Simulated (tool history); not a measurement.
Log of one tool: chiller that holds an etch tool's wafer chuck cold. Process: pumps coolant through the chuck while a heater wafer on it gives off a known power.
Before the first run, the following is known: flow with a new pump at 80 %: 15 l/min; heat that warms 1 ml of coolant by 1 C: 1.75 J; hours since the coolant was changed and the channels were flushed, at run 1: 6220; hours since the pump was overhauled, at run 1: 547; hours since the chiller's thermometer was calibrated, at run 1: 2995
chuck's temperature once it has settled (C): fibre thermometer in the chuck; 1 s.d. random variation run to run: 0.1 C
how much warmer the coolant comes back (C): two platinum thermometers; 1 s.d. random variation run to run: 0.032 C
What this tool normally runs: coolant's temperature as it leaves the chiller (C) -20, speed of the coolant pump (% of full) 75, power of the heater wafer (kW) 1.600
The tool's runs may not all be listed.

run,hour,coolant's temperature as it leaves the chiller (C),speed of the coolant pump (% of full),power of the heater wafer (kW),hours since the coolant was changed and the channels were flushed,hours since the pump was overhauled,hours since the chiller's thermometer was calibrated,chuck's temperature once it has settled (C),how much warmer the coolant comes back (C)
1,0.0,-20,75,1.600,6220,547,2995,-3.7,3.91
2,68.9,-20,75,1.600,6289,616,3064,-3.7,3.92
# hour 92.3: coolant changed, channels flushed
3,119.1,-20,75,1.600,27,661,3108,-3.6,3.91
4,197.2,-20,71,1.600,105,739,3186,-2.8,4.16
5,259.6,-20,71,1.600,167,801,3248,-3.1,4.18
6,310.7,-20,71,1.600,218,852,3299,-3.1,4.13
7,378.4,-20,75,1.081,286,920,3367,-9.0,2.68
8,452.0,-20,75,1.600,360,993,3441,-3.8,3.91
9,491.7,-20,75,1.600,399,1033,3480,-3.7,4.00
10,552.6,-20,75,1.600,460,1094,3541,-3.8,3.99
11,608.0,-20,75,1.600,516,1149,3597,-3.8,3.93
12,663.7,-20,77,1.856,571,1205,3652,-1.5,4.45
13,697.2,-30,75,1.278,605,1239,3686,-17.1,3.23
14,751.1,-20,75,1.156,659,1293,3740,-8.3,2.96
15,827.7,-20,83,1.439,735,1369,3816,-6.4,3.31
16,882.7,-20,83,1.439,790,1424,3871,-6.5,3.34
17,921.2,-20,75,1.600,829,1463,3910,-3.7,4.04

What will run 18 give?
18,1000.3,-20,64,1.868,908,1542,3989,?,?

Run 18 came out at chuck's temperature once it has settled (C) 1.3, how much warmer the coolant comes back (C) 5.46.
Minus the tool's unlogged condition, the same run would have read chuck's temperature once it has settled (C) 1.3, how much warmer the coolant comes back (C) 5.30.
